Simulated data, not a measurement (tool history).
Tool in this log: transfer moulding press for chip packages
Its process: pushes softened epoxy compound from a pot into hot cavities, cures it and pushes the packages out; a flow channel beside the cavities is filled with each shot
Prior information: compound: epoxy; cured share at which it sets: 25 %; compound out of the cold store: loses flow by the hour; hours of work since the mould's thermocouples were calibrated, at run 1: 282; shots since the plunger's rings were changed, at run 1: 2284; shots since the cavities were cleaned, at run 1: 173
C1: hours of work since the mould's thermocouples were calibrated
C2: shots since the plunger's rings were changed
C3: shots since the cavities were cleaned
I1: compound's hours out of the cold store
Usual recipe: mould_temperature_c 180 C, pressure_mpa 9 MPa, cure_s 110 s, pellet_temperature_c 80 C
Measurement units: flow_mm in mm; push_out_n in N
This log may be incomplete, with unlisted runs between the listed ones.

{"run": 1, "hour": 0.0, "mould_temperature_c": 180, "pressure_mpa": 9, "cure_s": 110, "pellet_temperature_c": 80, "C1": 282, "C2": 2284, "C3": 173, "I1": 12.8, "flow_mm": 533, "push_out_n": 206}
{"run": 2, "hour": 13.7, "mould_temperature_c": 186, "pressure_mpa": 9, "cure_s": 110, "pellet_temperature_c": 80, "C1": 292, "C2": 2450, "C3": 339, "I1": 35.8, "flow_mm": 446, "push_out_n": 202}
{"hour": 23.3, "done": "cavities cleaned with cleaning compound and waxed"}
{"run": 3, "hour": 28.4, "mould_temperature_c": 186, "pressure_mpa": 9, "cure_s": 134, "pellet_temperature_c": 80, "C1": 302, "C2": 2611, "C3": 62, "I1": 19.9, "flow_mm": 486, "push_out_n": 176}
{"run": 4, "hour": 44.9, "mould_temperature_c": 180, "pressure_mpa": 9.57, "cure_s": 110, "pellet_temperature_c": 80, "C1": 314, "C2": 2810, "C3": 261, "I1": 14.8, "flow_mm": 529, "push_out_n": 220}
{"run": 5, "hour": 57.8, "mould_temperature_c": 180, "pressure_mpa": 10.15, "cure_s": 110, "pellet_temperature_c": 80, "C1": 324, "C2": 2967, "C3": 418, "I1": 26.9, "flow_mm": 502, "push_out_n": 242}
{"hour": 60.3, "done": "cavities cleaned with cleaning compound and waxed"}
{"run": 6, "hour": 71.9, "mould_temperature_c": 180, "pressure_mpa": 9, "cure_s": 110, "pellet_temperature_c": 80, "C1": 333, "C2": 3120, "C3": 141, "I1": 34.7, "flow_mm": 453, "push_out_n": 207}
{"run": 7, "hour": 81.0, "mould_temperature_c": 180, "pressure_mpa": 9, "cure_s": 110, "pellet_temperature_c": 80, "C1": 340, "C2": 3230, "C3": 251, "I1": 18.2, "flow_mm": 498, "push_out_n": 221}
{"run": 8, "hour": 89.5, "mould_temperature_c": 180, "pressure_mpa": 9, "cure_s": 110, "pellet_temperature_c": 80, "C1": 346, "C2": 3334, "C3": 355, "I1": 14.2, "flow_mm": 511, "push_out_n": 231}
{"hour": 97.8, "done": "cavities cleaned with cleaning compound and waxed"}
{"run": 9, "hour": 99.9, "mould_temperature_c": 180, "pressure_mpa": 9, "cure_s": 110, "pellet_temperature_c": 80, "C1": 353, "C2": 3442, "C3": 27, "I1": 10.6, "flow_mm": 522, "push_out_n": 189}
{"run": 10, "hour": 114.5, "mould_temperature_c": 180, "pressure_mpa": 9, "cure_s": 110, "pellet_temperature_c": 80, "C1": 364, "C2": 3618, "C3": 203, "I1": 8.6, "flow_mm": 520, "push_out_n": 217}
{"run": 11, "hour": 128.4, "mould_temperature_c": 182, "pressure_mpa": 9, "cure_s": 110, "pellet_temperature_c": 80, "C1": 374, "C2": 3786, "C3": 371, "I1": 14.5, "flow_mm": 499, "push_out_n": 214}
{"hour": 135.5, "done": "cavities cleaned with cleaning compound and waxed"}
{"run": 12, "hour": 137.3, "mould_temperature_c": 182, "pressure_mpa": 9, "cure_s": 110, "pellet_temperature_c": 80, "C1": 380, "C2": 3876, "C3": 22, "I1": 12.3, "flow_mm": 505, "push_out_n": 172}
{"run": 13, "hour": 146.7, "mould_temperature_c": 182, "pressure_mpa": 9, "cure_s": 110, "pellet_temperature_c": 80, "C1": 387, "C2": 3990, "C3": 136, "I1": 44.5, "flow_mm": 412, "push_out_n": 186}
{"run": 14, "hour": 157.5, "mould_temperature_c": 182, "pressure_mpa": 9, "cure_s": 108, "pellet_temperature_c": 80, "C1": 395, "C2": 4121, "C3": 267, "I1": 26.6, "flow_mm": 457, "push_out_n": 208}
{"hour": 160.1, "done": "mould's thermocouples calibrated"}
{"run": 15, "hour": 166.5, "mould_temperature_c": 182, "pressure_mpa": 9, "cure_s": 108, "pellet_temperature_c": 80, "C1": 5, "C2": 4206, "C3": 352, "I1": 36.8, "flow_mm": 432, "push_out_n": 206}
{"hour": 174.4, "done": "cavities cleaned with cleaning compound and waxed"}
{"run": 16, "hour": 184.9, "mould_temperature_c": 180, "pressure_mpa": 6.94, "cure_s": 110, "pellet_temperature_c": 72, "C1": 17, "C2": 4411, "C3": 127, "I1": 22.2, "flow_mm": 416, "push_out_n": 192}
{"run": 17, "hour": 194.0, "mould_temperature_c": 180, "pressure_mpa": 6.94, "cure_s": 110, "pellet_temperature_c": 72, "C1": 24, "C2": 4521, "C3": 237, "I1": 38.5, "flow_mm": 374, "push_out_n": 212}
{"run": 18, "hour": 201.4, "mould_temperature_c": 180, "pressure_mpa": 7.32, "cure_s": 105, "pellet_temperature_c": 80, "C1": 30, "C2": 4611, "C3": 327, "I1": 23.4, "flow_mm": 422, "push_out_n": 223}
{"hour": 211.2, "done": "cavities cleaned with cleaning compound and waxed"}
{"run": 19, "hour": 212.5, "mould_temperature_c": 180, "pressure_mpa": 7.32, "cure_s": 105, "pellet_temperature_c": 80, "C1": 37, "C2": 4727, "C3": 15, "I1": 41.2, "flow_mm": 370, "push_out_n": 182}
{"run": 20, "hour": 224.8, "mould_temperature_c": 180, "pressure_mpa": 7.52, "cure_s": 127, "pellet_temperature_c": 80, "C1": 46, "C2": 4877, "C3": 165, "I1": 43.5, "flow_mm": 371, "push_out_n": 175}
{"run": 21, "hour": 241.8, "mould_temperature_c": 180, "pressure_mpa": 7.52, "cure_s": 106, "pellet_temperature_c": 85, "C1": 59, "C2": 5083, "C3": 371, "I1": 32.5, "flow_mm": 403, "push_out_n": 231}
{"hour": 249.0, "done": "mould's thermocouples calibrated, once more"}
{"hour": 250.5, "done": "cavities cleaned with cleaning compound and waxed"}
{"run": 22, "hour": 255.2, "mould_temperature_c": 180, "pressure_mpa": 7.97, "cure_s": 91, "pellet_temperature_c": 88, "C1": 4, "C2": 5203, "C3": 57, "I1": 17.5, "flow_mm": 454, "push_out_n": 252}
{"run": 23, "hour": 266.9, "mould_temperature_c": 176, "pressure_mpa": 9, "cure_s": 110, "pellet_temperature_c": 80, "C1": 12, "C2": 5344, "C3": 198, "I1": 34, "flow_mm": 436, "push_out_n": 239}
{"run": 24, "hour": 277.7, "mould_temperature_c": 186, "pressure_mpa": 8.58, "cure_s": 123, "pellet_temperature_c": 87, "C1": 20, "C2": 5476, "C3": 330, "I1": 32.3, "flow_mm": 415, "push_out_n": 194}
{"hour": 287.9, "done": "cavities cleaned with cleaning compound and waxed"}
{"hour": 292.8, "done": "plunger's sealing rings changed"}
{"run": 25, "hour": 293.7, "mould_temperature_c": 180, "pressure_mpa": 9, "cure_s": 107, "pellet_temperature_c": 75, "C1": 29, "C2": 10, "C3": 39, "I1": 43.8, "flow_mm": 453, "push_out_n": 180}

Below are 5 alternative next runs, each starting from the tool's condition after run 25. Predict each:
{"run": "A", "hour": 306.9, "mould_temperature_c": 178, "pressure_mpa": 9.85, "cure_s": 107, "pellet_temperature_c": 75, "C1": 39, "C2": 171, "C3": 200, "I1": 35.3, "flow_mm": "?", "push_out_n": "?"}
{"run": "B", "hour": 306.9, "mould_temperature_c": 183, "pressure_mpa": 9, "cure_s": 107, "pellet_temperature_c": 75, "C1": 39, "C2": 171, "C3": 200, "I1": 36.5, "flow_mm": "?", "push_out_n": "?"}
{"run": "C", "hour": 306.9, "mould_temperature_c": 180, "pressure_mpa": 9, "cure_s": 107, "pellet_temperature_c": 80, "C1": 39, "C2": 171, "C3": 200, "I1": 30.8, "flow_mm": "?", "push_out_n": "?"}
{"run": "D", "hour": 306.9, "mould_temperature_c": 180, "pressure_mpa": 10.49, "cure_s": 110, "pellet_temperature_c": 80, "C1": 39, "C2": 171, "C3": 200, "I1": 12.3, "flow_mm": "?", "push_out_n": "?"}
{"run": "E", "hour": 306.9, "mould_temperature_c": 180, "pressure_mpa": 8.25, "cure_s": 107, "pellet_temperature_c": 76, "C1": 39, "C2": 171, "C3": 200, "I1": 39, "flow_mm": "?", "push_out_n": "?"}

run=A flow_mm=504 push_out_n=234
run=B flow_mm=468 push_out_n=190
run=C flow_mm=488 push_out_n=209
run=D flow_mm=595 push_out_n=208
run=E flow_mm=445 push_out_n=210
Stripped of hidden state, with their random variation kept, the same runs would have yielded:
run=A flow_mm=507 push_out_n=199
run=B flow_mm=470 push_out_n=160
run=C flow_mm=490 push_out_n=176
run=D flow_mm=598 push_out_n=176
run=E flow_mm=447 push_out_n=178
